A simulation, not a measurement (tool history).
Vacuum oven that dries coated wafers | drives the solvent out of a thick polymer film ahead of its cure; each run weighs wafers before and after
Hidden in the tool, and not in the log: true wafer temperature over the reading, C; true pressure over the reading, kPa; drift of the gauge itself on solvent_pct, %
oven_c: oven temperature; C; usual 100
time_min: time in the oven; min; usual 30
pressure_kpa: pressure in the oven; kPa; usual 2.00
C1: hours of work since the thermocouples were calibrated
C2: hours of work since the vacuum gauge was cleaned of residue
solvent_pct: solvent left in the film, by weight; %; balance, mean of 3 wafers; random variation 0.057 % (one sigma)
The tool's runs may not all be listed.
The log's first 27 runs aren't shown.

Run 28, hour 2275.6: usual settings but oven_c 92 C, time_min 26 min; C1 739; C2 899. Result: solvent_pct 5.66 %.
Run 29, hour 2400.7: usual settings but oven_c 108 C, time_min 45 min, pressure_kpa 6.42 kPa; C1 839; C2 999. Result: solvent_pct 5.73 %.
Run 30, hour 2521.8: usual settings but oven_c 90 C, time_min 23 min; C1 936; C2 1096. Result: solvent_pct 6.73 %.
Run 31, hour 2609.4: usual settings but oven_c 90 C, time_min 32 min; C1 1006; C2 1166. Result: solvent_pct 5.51 %.
Run 32, hour 2681.8: usual settings but oven_c 90 C, time_min 32 min; C1 1064; C2 1224. Result: solvent_pct 5.51 %.
Run 33, hour 2786.0: usual settings but oven_c 109 C, time_min 25 min; C1 1147; C2 1307. Result: solvent_pct 2.10 %.
Run 34, hour 2838.0: usual settings but oven_c 109 C, time_min 20 min, pressure_kpa 3.18 kPa; C1 1189; C2 1349. Result: solvent_pct 3.35 %.
Run 35, hour 2961.5: usual settings but oven_c 109 C, time_min 22 min, pressure_kpa 6.25 kPa; C1 1287; C2 1447. Result: solvent_pct 5.38 %.
Run 36, hour 3033.6: usual settings but pressure_kpa 3.46 kPa; C1 1345; C2 1505. Result: solvent_pct 4.73 %.
Run 37, hour 3101.8: usual settings but oven_c 96 C, time_min 53 min; C1 1399; C2 1560. Result: solvent_pct 3.29 %.
Run 38, hour 3167.0: usual settings but oven_c 96 C, time_min 53 min; C1 1452; C2 1612. Result: solvent_pct 3.27 %.
Run 39, hour 3279.9: usual settings but oven_c 96 C, time_min 53 min; C1 1542; C2 1702. Result: solvent_pct 3.25 %.
Run 40, hour 3390.2: usual settings but oven_c 96 C, time_min 53 min; C1 1630; C2 1790. Result: solvent_pct 3.39 %.
Run 41, hour 3444.3: usual settings but oven_c 90 C, time_min 53 min, pressure_kpa 1.05 kPa; C1 1673; C2 1833. Result: solvent_pct 3.06 %.
Run 42, hour 3506.6: usual settings but oven_c 111 C, time_min 47 min, pressure_kpa 3.49 kPa; C1 1723; C2 1883. Result: solvent_pct 2.99 %.

The next listed run, before its measurement:
At hour 3556.2: oven's thermocouples calibrated.
Run 43, hour 3598.5: usual settings but oven_c 89 C, time_min 47 min, pressure_kpa 3.49 kPa; C1 34; C2 1955. Result: solvent_pct ?.

{"run 43": {"solvent_pct": 8.23}}
Without the tool's hidden state the same run would have given solvent_pct 7.25 %.

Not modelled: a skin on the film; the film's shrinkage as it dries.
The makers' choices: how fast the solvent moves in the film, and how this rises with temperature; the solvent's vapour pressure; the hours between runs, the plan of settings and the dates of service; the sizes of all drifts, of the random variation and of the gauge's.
